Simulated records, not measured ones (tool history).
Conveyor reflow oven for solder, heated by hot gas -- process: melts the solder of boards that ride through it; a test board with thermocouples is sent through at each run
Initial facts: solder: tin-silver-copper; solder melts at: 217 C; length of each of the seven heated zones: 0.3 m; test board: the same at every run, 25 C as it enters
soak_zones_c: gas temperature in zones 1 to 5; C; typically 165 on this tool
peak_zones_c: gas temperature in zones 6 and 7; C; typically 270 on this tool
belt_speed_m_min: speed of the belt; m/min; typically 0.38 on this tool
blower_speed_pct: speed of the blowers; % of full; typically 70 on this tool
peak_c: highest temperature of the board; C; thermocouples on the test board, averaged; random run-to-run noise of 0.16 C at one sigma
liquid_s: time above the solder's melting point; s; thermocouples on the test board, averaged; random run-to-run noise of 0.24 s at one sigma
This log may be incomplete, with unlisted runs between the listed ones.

Run 1, hour 0: usual settings. Result: peak_c 251.2 C, liquid_s 65.8 s.
Run 2, hour 7.9: usual settings. Result: peak_c 251.1 C, liquid_s 65.2 s.
Run 3, hour 16.4: usual settings. Result: peak_c 250.7 C, liquid_s 65.6 s.
Run 4, hour 25.3: usual settings but soak_zones_c 156 C. Result: peak_c 249.1 C, liquid_s 60.2 s.
Run 5, hour 31.2: usual settings but soak_zones_c 156 C. Result: peak_c 249.1 C, liquid_s 60.2 s.
Run 6, hour 40.5: usual settings but soak_zones_c 156 C, peak_zones_c 267 C. Result: peak_c 246.3 C, liquid_s 57.1 s.
Run 7, hour 48.8: usual settings but soak_zones_c 156 C, peak_zones_c 267 C. Result: peak_c 246.7 C, liquid_s 57.4 s.
Run 8, hour 57.4: usual settings but soak_zones_c 156 C, peak_zones_c 267 C. Result: peak_c 246.4 C, liquid_s 57.1 s.
Run 9, hour 66.8: usual settings but soak_zones_c 156 C, peak_zones_c 267 C. Result: peak_c 246.1 C, liquid_s 57 s.
Run 10, hour 77: usual settings. Result: peak_c 250.5 C, liquid_s 65.4 s.
Run 11, hour 81.8: usual settings. Result: peak_c 250.2 C, liquid_s 64.9 s.
Run 12, hour 90.8: usual settings. Result: peak_c 250.4 C, liquid_s 64.7 s.
Run 13, hour 100.9: usual settings but soak_zones_c 171 C. Result: peak_c 251.7 C, liquid_s 68.1 s.
Run 14, hour 108.5: usual settings. Result: peak_c 250.2 C, liquid_s 65.1 s.
Run 15, hour 118: usual settings but peak_zones_c 261 C. Result: peak_c 242.4 C, liquid_s 56.4 s.
At hour 122.7: belt drive overhauled, speed set with a stopwatch.
Run 16, hour 131.8: usual settings but peak_zones_c 261 C. Result: peak_c 242.4 C, liquid_s 56.7 s.
Run 17, hour 138.1: usual settings but soak_zones_c 151 C, belt_speed_m_min 0.406 m/min, blower_speed_pct 65 % of full. Result: peak_c 242.7 C, liquid_s 46.7 s.
Run 18, hour 145: usual settings but soak_zones_c 151 C, belt_speed_m_min 0.406 m/min, blower_speed_pct 65 % of full. Result: peak_c 242.6 C, liquid_s 47 s.
Run 19, hour 150.1: usual settings but soak_zones_c 154 C, belt_speed_m_min 0.41 m/min, blower_speed_pct 65 % of full. Result: peak_c 242.8 C, liquid_s 47.3 s.
Run 20, hour 159.8: usual settings but soak_zones_c 154 C, belt_speed_m_min 0.378 m/min, blower_speed_pct 65 % of full. Result: peak_c 246.4 C, liquid_s 57 s.
At hour 165.9: belt drive overhauled, speed set with a stopwatch, once more.
Run 21, hour 170.5: usual settings but soak_zones_c 152 C, peak_zones_c 260 C. Result: peak_c 238.5 C, liquid_s 45.7 s.
Run 22, hour 180: usual settings but soak_zones_c 152 C, peak_zones_c 260 C. Result: peak_c 238.8 C, liquid_s 45.7 s.
Run 23, hour 190.6: usual settings but soak_zones_c 152 C, peak_zones_c 260 C. Result: peak_c 238.4 C, liquid_s 45.8 s.
Run 24, hour 200.1: usual settings but soak_zones_c 154 C, peak_zones_c 266 C, belt_speed_m_min 0.383 m/min, blower_speed_pct 80 % of full. Result: peak_c 246.7 C, liquid_s 56.8 s.
Run 25, hour 206.8: usual settings but soak_zones_c 154 C, peak_zones_c 266 C, belt_speed_m_min 0.383 m/min, blower_speed_pct 80 % of full. Result: peak_c 246.2 C, liquid_s 56.1 s.
Run 26, hour 217.8: usual settings but soak_zones_c 154 C, peak_zones_c 266 C, belt_speed_m_min 0.376 m/min, blower_speed_pct 80 % of full. Result: peak_c 247 C, liquid_s 58.6 s.
Run 27, hour 225.6: usual settings but soak_zones_c 159 C, peak_zones_c 263 C, belt_speed_m_min 0.407 m/min. Result: peak_c 239.1 C, liquid_s 45.4 s.
Run 28, hour 230.4: usual settings but soak_zones_c 167 C. Result: peak_c 249.8 C, liquid_s 64.2 s.
Run 29, hour 240.4: usual settings but soak_zones_c 167 C. Result: peak_c 249.5 C, liquid_s 64.4 s.
Run 30, hour 251.7: usual settings but soak_zones_c 167 C. Result: peak_c 249.7 C, liquid_s 64.1 s.

Here are 3 independent what-if runs from the current tool condition. What would each one return?
Run A, hour 261.9: usual settings but soak_zones_c 167 C, peak_zones_c 268 C. Result: peak_c ?, liquid_s ?.
Run B, hour 261.9: usual settings but soak_zones_c 167 C, peak_zones_c 281 C, blower_speed_pct 53 % of full. Result: peak_c ?, liquid_s ?.
Run C, hour 261.9: usual settings but soak_zones_c 167 C, belt_speed_m_min 0.442 m/min, blower_speed_pct 84 % of full. Result: peak_c ?, liquid_s ?.

run  peak_c  liquid_s
  A   247.9      62.5
  B   252.7      65.8
  C   247.3      52.7
Without the tool's unlogged condition, the same runs would have read:
run  peak_c  liquid_s
  A   250.9      66.6
  B   255.5        69
  C   251.5      57.5

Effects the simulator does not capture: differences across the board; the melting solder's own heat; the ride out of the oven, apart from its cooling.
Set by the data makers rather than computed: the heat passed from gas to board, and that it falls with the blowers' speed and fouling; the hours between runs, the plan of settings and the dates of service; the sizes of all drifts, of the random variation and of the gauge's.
